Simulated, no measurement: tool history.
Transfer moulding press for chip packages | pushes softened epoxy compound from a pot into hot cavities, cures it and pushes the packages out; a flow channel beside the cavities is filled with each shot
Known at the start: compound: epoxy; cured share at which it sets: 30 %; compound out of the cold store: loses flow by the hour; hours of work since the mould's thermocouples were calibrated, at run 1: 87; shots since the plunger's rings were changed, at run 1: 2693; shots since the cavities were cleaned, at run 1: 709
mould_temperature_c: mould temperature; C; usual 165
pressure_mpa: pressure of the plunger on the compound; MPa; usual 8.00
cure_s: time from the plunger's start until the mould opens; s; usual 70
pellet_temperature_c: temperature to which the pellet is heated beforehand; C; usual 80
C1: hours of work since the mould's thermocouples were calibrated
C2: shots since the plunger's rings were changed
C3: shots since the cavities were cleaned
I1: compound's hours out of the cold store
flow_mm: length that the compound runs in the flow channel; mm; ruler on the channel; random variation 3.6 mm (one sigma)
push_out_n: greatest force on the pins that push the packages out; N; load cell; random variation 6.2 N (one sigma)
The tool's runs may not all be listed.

run 1 day=0.000 | mould_temperature_c=165 pressure_mpa=8.00 cure_s=70 pellet_temperature_c=80 | C1=87 C2=2693 C3=709 | I1=23.8 | flow_mm=634 push_out_n=244
-- day=0.954 cavities cleaned with cleaning compound and waxed
run 2 day=2.200 | mould_temperature_c=165 pressure_mpa=8.00 cure_s=70 pellet_temperature_c=80 | C1=118 C2=3472 C3=454 | I1=14.4 | flow_mm=649 push_out_n=239
run 3 day=3.433 | mould_temperature_c=164 pressure_mpa=8.00 cure_s=70 pellet_temperature_c=80 | C1=136 C2=3921 C3=903 | I1=29.4 | flow_mm=617 push_out_n=255
-- day=3.862 cavities cleaned with cleaning compound and waxed
run 4 day=5.288 | mould_temperature_c=165 pressure_mpa=8.00 cure_s=70 pellet_temperature_c=80 | C1=162 C2=4574 C3=519 | I1=43.8 | flow_mm=601 push_out_n=230
-- day=6.558 plunger's sealing rings changed
-- day=6.829 cavities cleaned with cleaning compound and waxed
run 5 day=7.962 | mould_temperature_c=165 pressure_mpa=8.00 cure_s=70 pellet_temperature_c=78 | C1=198 C2=488 C3=412 | I1=32.2 | flow_mm=614 push_out_n=234
-- day=9.617 cavities cleaned with cleaning compound and waxed
run 6 day=10.475 | mould_temperature_c=165 pressure_mpa=8.00 cure_s=70 pellet_temperature_c=78 | C1=234 C2=1382 C3=313 | I1=32.9 | flow_mm=616 push_out_n=241
-- day=12.425 cavities cleaned with cleaning compound and waxed
run 7 day=12.488 | mould_temperature_c=165 pressure_mpa=8.00 cure_s=70 pellet_temperature_c=78 | C1=262 C2=2093 C3=23 | I1=38.2 | flow_mm=601 push_out_n=243
run 8 day=13.883 | mould_temperature_c=165 pressure_mpa=8.00 cure_s=70 pellet_temperature_c=80 | C1=282 C2=2601 C3=531 | I1=16.1 | flow_mm=647 push_out_n=240
-- day=15.275 cavities cleaned with cleaning compound and waxed
run 9 day=16.433 | mould_temperature_c=165 pressure_mpa=8.00 cure_s=70 pellet_temperature_c=80 | C1=318 C2=3507 C3=421 | I1=12.9 | flow_mm=648 push_out_n=250
-- day=18.112 cavities cleaned with cleaning compound and waxed
run 10 day=18.183 | mould_temperature_c=165 pressure_mpa=8.00 cure_s=70 pellet_temperature_c=80 | C1=343 C2=4122 C3=25 | I1=17.7 | flow_mm=642 push_out_n=244
-- day=20.771 plunger's sealing rings changed
run 11 day=20.908 | mould_temperature_c=165 pressure_mpa=8.00 cure_s=70 pellet_temperature_c=80 | C1=381 C2=50 C3=981 | I1=22.1 | flow_mm=635 push_out_n=240
-- day=21.175 cavities cleaned with cleaning compound and waxed
run 12 day=22.275 | mould_temperature_c=165 pressure_mpa=8.00 cure_s=70 pellet_temperature_c=80 | C1=400 C2=525 C3=401 | I1=14.4 | flow_mm=646 push_out_n=229
-- day=24.038 cavities cleaned with cleaning compound and waxed
run 13 day=24.038 | mould_temperature_c=165 pressure_mpa=8.00 cure_s=70 pellet_temperature_c=80 | C1=424 C2=1144 C3=0 | I1=45.2 | flow_mm=599 push_out_n=240
run 14 day=25.733 | mould_temperature_c=169 pressure_mpa=8.00 cure_s=70 pellet_temperature_c=88 | C1=449 C2=1763 C3=619 | I1=28.8 | flow_mm=610 push_out_n=219
-- day=26.879 cavities cleaned with cleaning compound and waxed
run 15 day=27.329 | mould_temperature_c=157 pressure_mpa=6.40 cure_s=70 pellet_temperature_c=82 | C1=471 C2=2322 C3=165 | I1=15.6 | flow_mm=600 push_out_n=382
-- day=28.217 mould's thermocouples calibrated
run 16 day=28.771 | mould_temperature_c=164 pressure_mpa=8.94 cure_s=74 pellet_temperature_c=88 | C1=8 C2=2817 C3=660 | I1=44.1 | flow_mm=627 push_out_n=222
-- day=29.758 cavities cleaned with cleaning compound and waxed
run 17 day=30.404 | mould_temperature_c=165 pressure_mpa=7.56 cure_s=70 pellet_temperature_c=74 | C1=31 C2=3389 C3=235 | I1=19.0 | flow_mm=626 push_out_n=249
run 18 day=32.262 | mould_temperature_c=165 pressure_mpa=7.56 cure_s=70 pellet_temperature_c=74 | C1=58 C2=4067 C3=913 | I1=9.5 | flow_mm=637 push_out_n=245
-- day=32.688 cavities cleaned with cleaning compound and waxed
run 19 day=34.733 | mould_temperature_c=163 pressure_mpa=9.38 cure_s=70 pellet_temperature_c=80 | C1=93 C2=4944 C3=745 | I1=16.2 | flow_mm=702 push_out_n=255
-- day=34.996 plunger's sealing rings changed
-- day=35.775 cavities cleaned with cleaning compound and waxed
run 20 day=36.671 | mould_temperature_c=163 pressure_mpa=9.38 cure_s=70 pellet_temperature_c=80 | C1=118 C2=587 C3=326 | I1=24.7 | flow_mm=689 push_out_n=262
-- day=38.679 cavities cleaned with cleaning compound and waxed
run 21 day=38.779 | mould_temperature_c=161 pressure_mpa=9.38 cure_s=70 pellet_temperature_c=87 | C1=148 C2=1332 C3=36 | I1=31.1 | flow_mm=686 push_out_n=282
run 22 day=41.021 | mould_temperature_c=172 pressure_mpa=7.92 cure_s=76 pellet_temperature_c=87 | C1=180 C2=2149 C3=853 | I1=44.7 | flow_mm=573 push_out_n=202
-- day=41.500 cavities cleaned with cleaning compound and waxed
run 23 day=43.479 | mould_temperature_c=162 pressure_mpa=9.32 cure_s=87 pellet_temperature_c=83 | C1=215 C2=3023 C3=721 | I1=17.8 | flow_mm=698 push_out_n=215
-- day=44.342 cavities cleaned with cleaning compound and waxed
run 24 day=45.888 | mould_temperature_c=165 pressure_mpa=6.64 cure_s=50 pellet_temperature_c=81 | C1=249 C2=3878 C3=564 | I1=32.2 | flow_mm=563 push_out_n=436
-- day=47.150 cavities cleaned with cleaning compound and waxed
run 25 day=47.638 | mould_temperature_c=165 pressure_mpa=6.57 cure_s=107 pellet_temperature_c=81 | C1=273 C2=4492 C3=176 | I1=24.2 | flow_mm=570 push_out_n=190
-- day=49.138 plunger's sealing rings changed
-- day=50.121 cavities cleaned with cleaning compound and waxed
run 26 day=50.283 | mould_temperature_c=165 pressure_mpa=6.57 cure_s=107 pellet_temperature_c=84 | C1=309 C2=395 C3=58 | I1=29.8 | flow_mm=564 push_out_n=205

3 ways to go on from here, each from the tool as it stands after run 26. What would each give?
run A day=52.296 | mould_temperature_c=165 pressure_mpa=6.87 cure_s=107 pellet_temperature_c=84 | C1=339 C2=1128 C3=791 | I1=16.6 | flow_mm=? push_out_n=?
run B day=52.296 | mould_temperature_c=165 pressure_mpa=6.57 cure_s=107 pellet_temperature_c=88 | C1=339 C2=1128 C3=791 | I1=47.7 | flow_mm=? push_out_n=?
run C day=52.296 | mould_temperature_c=165 pressure_mpa=6.61 cure_s=70 pellet_temperature_c=81 | C1=339 C2=1128 C3=791 | I1=11.5 | flow_mm=? push_out_n=?

run=A flow_mm=592 push_out_n=199
run=B flow_mm=542 push_out_n=209
run=C flow_mm=595 push_out_n=239
Without the tool's hidden state the same runs would have given:
run=A flow_mm=592 push_out_n=197
run=B flow_mm=542 push_out_n=207
run=C flow_mm=595 push_out_n=238
